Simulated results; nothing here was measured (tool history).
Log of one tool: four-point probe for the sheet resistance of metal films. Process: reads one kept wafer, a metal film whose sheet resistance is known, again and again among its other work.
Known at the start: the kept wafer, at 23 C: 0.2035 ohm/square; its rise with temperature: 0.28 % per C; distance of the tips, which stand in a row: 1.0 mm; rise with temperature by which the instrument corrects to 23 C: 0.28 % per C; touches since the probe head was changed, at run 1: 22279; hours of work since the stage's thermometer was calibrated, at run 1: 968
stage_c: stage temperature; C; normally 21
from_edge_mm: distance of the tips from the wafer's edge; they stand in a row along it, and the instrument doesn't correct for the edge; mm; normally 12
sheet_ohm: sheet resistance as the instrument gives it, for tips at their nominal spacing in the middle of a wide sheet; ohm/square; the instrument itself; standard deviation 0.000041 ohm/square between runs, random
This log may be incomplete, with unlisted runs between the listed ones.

run     day  stage_c  from_edge_mm  touches since the probe head was changed  hours of work since the stage's thermometer was calibrated  sheet_ohm
  1       0       21            12                                     22279                                                         968   0.204308
  2   1.267       21            12                                     23152                                                         987   0.204307
  3   2.642       27            12                                     24101                                                        1007   0.204238
  4     3.5       27            12                                     24696                                                        1020   0.204259
  5   4.592       21            12                                     25450                                                        1036   0.204209
  6   5.617       21             5                                     26155                                                        1051   0.207819
  7   6.733       21            63                                     26926                                                        1067   0.203498
  8   7.342       21            63                                     27346                                                        1076    0.20348
  9   8.238       21            63                                     27965                                                        1089   0.203498
 10   9.538       21            63                                     28862                                                        1109    0.20355
 11  10.217       21            63                                     29331                                                        1119    0.20357
 12  11.379       21            30                                     30136                                                        1136   0.203581
 13  12.508       29            30                                     30913                                                        1152   0.203617
 14  13.612       21            44                                     31675                                                        1169   0.203474
 15  14.804       21            44                                     32501                                                        1186   0.203586
 16  15.638       21            33                                     33075                                                        1198   0.203562
 17  16.279       21            33                                     33519                                                        1208     0.2036
 18  17.479       29            12                                     34346                                                        1226   0.204213
 19  18.938       29            12                                     35352                                                        1247   0.204208
 20    20.3       29            12                                     36294                                                        1267   0.204186
 21  21.017       21            12                                     36788                                                        1278   0.204234
 22  22.417       21            12                                     37755                                                        1298   0.204265
 23  23.892       30            60                                     38772                                                        1320    0.20353
 24  24.904       24            41                                     39473                                                        1335   0.203565
 25  26.225       32             7                                     40383                                                        1354   0.205667
 26  27.033       25             4                                     40941                                                        1366   0.210125
 27    28.1       18             7                                     41679                                                        1382   0.205697
 28  28.742       34             5                                     42122                                                        1392   0.207702
 29  29.429       24            58                                     42596                                                        1402   0.203521
 30  30.058       24            58                                     43029                                                        1411   0.203585
 31  31.083       32            42                                     43737                                                        1426   0.203493
 32  31.704       24            17                                     44166                                                        1435   0.203874
 33  33.083       22             6                                     45118                                                        1456   0.206502
 34  34.288       25            27                                     45951                                                        1473   0.203636
 35    35.2       29             4                                     46580                                                        1487   0.210012
 36  36.296       29             4                                     47338                                                        1503   0.210083
 37  37.225       29            18                                     47978                                                        1517   0.203859
 38  38.017       29            18                                     48525                                                        1528   0.203826
 39  38.975       33            18                                     49188                                                        1542   0.203785
 40  39.875       33            18                                     49808                                                        1556   0.203827
 41   41.05       33            18                                     50620                                                        1573   0.203812
 42  41.671       33            18                                     51047                                                        1582   0.203794
 43  42.638       34            51                                     51714                                                        1596   0.203458
 44  44.058       32            58                                     52697                                                        1617    0.20345

Alternative continuations, all from the tool just after run 44; predict every row:
  A  45.55       21            46                                     53724                                                        1639          ?
  B  45.55       31             5                                     53724                                                        1639          ?
  C  45.55       28            21                                     53724                                                        1639          ?
  D  45.55       32            59                                     53724                                                        1639          ?
  E  45.55       21            66                                     53724                                                        1639          ?

run  sheet_ohm
  A   0.203613
  B    0.20778
  C   0.203617
  D   0.203422
  E   0.203458
What these runs would have given with no unlogged condition in the tool:
run  sheet_ohm
  A   0.203623
  B    0.20779
  C   0.203627
  D   0.203432
  E   0.203468

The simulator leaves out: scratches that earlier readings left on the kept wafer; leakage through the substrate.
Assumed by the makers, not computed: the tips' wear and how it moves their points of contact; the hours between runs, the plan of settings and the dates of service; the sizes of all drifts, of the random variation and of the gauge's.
